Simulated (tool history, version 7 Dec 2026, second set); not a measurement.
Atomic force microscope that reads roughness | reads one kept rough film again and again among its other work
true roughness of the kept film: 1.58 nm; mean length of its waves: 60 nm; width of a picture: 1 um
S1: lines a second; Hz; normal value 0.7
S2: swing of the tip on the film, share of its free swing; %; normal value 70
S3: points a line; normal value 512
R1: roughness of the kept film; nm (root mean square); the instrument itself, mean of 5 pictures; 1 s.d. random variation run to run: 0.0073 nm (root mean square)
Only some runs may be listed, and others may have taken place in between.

| run | day | S1 | S2 | S3 | R1 |
|---|---|---|---|---|---|
| 1 | 0 | 0.7 | 70 | 512 | 1.505 |
| 2 | 2 | 0.7 | 70 | 512 | 1.481 |
| 3 | 3.008 | 0.7 | 70 | 512 | 1.492 |
| 4 | 4.038 | 0.7 | 70 | 512 | 1.483 |
| 5 | 6.275 | 0.7 | 70 | 512 | 1.457 |
| 6 | 8.058 | 0.7 | 70 | 512 | 1.461 |
| 7 | 9.812 | 1.099 | 70 | 512 | 1.431 |
| 8 | 10.762 | 1.099 | 70 | 512 | 1.434 |
|  | 12.567 | new tip fitted |
| 9 | 12.567 | 1.099 | 70 | 512 | 1.481 |
| 10 | 14.4 | 1.099 | 70 | 512 | 1.47 |
|  | 15.662 | height scale calibrated on a step standard |
| 11 | 16.562 | 1.099 | 70 | 512 | 1.483 |
| 12 | 18.729 | 2.055 | 87 | 512 | 1.324 |
| 13 | 19.683 | 1.357 | 61 | 512 | 1.485 |
| 14 | 21.117 | 2.924 | 76 | 512 | 1.344 |
| 15 | 23.108 | 2.924 | 76 | 512 | 1.338 |
| 16 | 24.704 | 1.817 | 70 | 512 | 1.403 |
|  | 25.2 | new tip fitted |
| 17 | 26.733 | 1.817 | 72 | 512 | 1.46 |
| 18 | 28.388 | 2.05 | 70 | 512 | 1.453 |
| 19 | 29.925 | 2.05 | 70 | 512 | 1.429 |
| 20 | 32.171 | 0.57 | 86 | 257 | 1.443 |
| 21 | 33.667 | 0.7 | 57 | 512 | 1.482 |

For some of the steps in R1 from one run to the next: how much would appear even if the tool had no hidden state, given the settings, what came in and random variation, and how much remains for the hidden state plus any gauge scatter that the measured result and the result without hidden state don't share?
Hidden conditions of the tool in this case: radius of the tip, nm; height scale over the true one, %; drift of the gauge itself on roughness_nm, %.
Run 8 -> 9: new tip fitted. R1 +0.047 nm (root mean square): hidden state +0.06, all else -0.013.
Run 11 -> 12: S1 1.099 -> 2.055, S2 70 -> 87. R1 -0.159 nm (root mean square): hidden state -0.008, all else -0.151.
Run 12 -> 13: S1 2.055 -> 1.357, S2 87 -> 61. R1 +0.161 nm (root mean square): hidden state -0.01, all else +0.171.
Run 16 -> 17: S2 70 -> 72, new tip fitted. R1 +0.057 nm (root mean square): hidden state +0.054, all else +0.003.

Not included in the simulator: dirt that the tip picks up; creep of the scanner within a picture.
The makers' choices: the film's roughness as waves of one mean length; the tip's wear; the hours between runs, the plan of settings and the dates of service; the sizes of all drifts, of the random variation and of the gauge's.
